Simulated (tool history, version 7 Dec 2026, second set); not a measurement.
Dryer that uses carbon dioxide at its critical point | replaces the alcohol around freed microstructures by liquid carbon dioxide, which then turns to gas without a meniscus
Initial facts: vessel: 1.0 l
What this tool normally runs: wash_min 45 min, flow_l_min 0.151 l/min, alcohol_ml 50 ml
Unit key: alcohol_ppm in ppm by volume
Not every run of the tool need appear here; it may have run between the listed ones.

run    day  wash_min  flow_l_min  alcohol_ml  alcohol_ppm
  1      0        45       0.151          50          502
  2  0.396        45       0.151          50          510
  3  0.579        45       0.151          50          511
  4  0.867        45       0.151          50          505
  5  1.138        45       0.151          50          513
  6  1.433        45       0.151          50          519
  7   1.65        45       0.151          50          504
  8  1.954        45       0.151          50          514
  9  2.167        45       0.151          50          513
     2.392  -- inlet filter changed
 10  2.596        45       0.151          50          372
 11  2.821        45       0.151          50          402
 12  3.183        45       0.151          50          396
 13  3.371        45       0.151          50          394
 14  3.704        45       0.151          50          398
 15  4.042        45       0.151          86          657
 16  4.329        29       0.151          50         2135
 17  4.708        29        0.13          50         3367
 18   4.95        45        0.12          32          652
 19  5.388        45       0.152          50          393
 20  5.621        45       0.152          45          366
 21  5.858        45       0.151          28          241
 22  6.142        37       0.223          69          232
 23  6.425        71       0.151          31           38

Run 24 is up next; what results do you expect?
 24  6.604        28       0.238          40            ?

Run 24 measured alcohol_ppm 396 ppm by volume.
Minus the tool's unlogged condition, the same run would have read alcohol_ppm 342 ppm by volume.
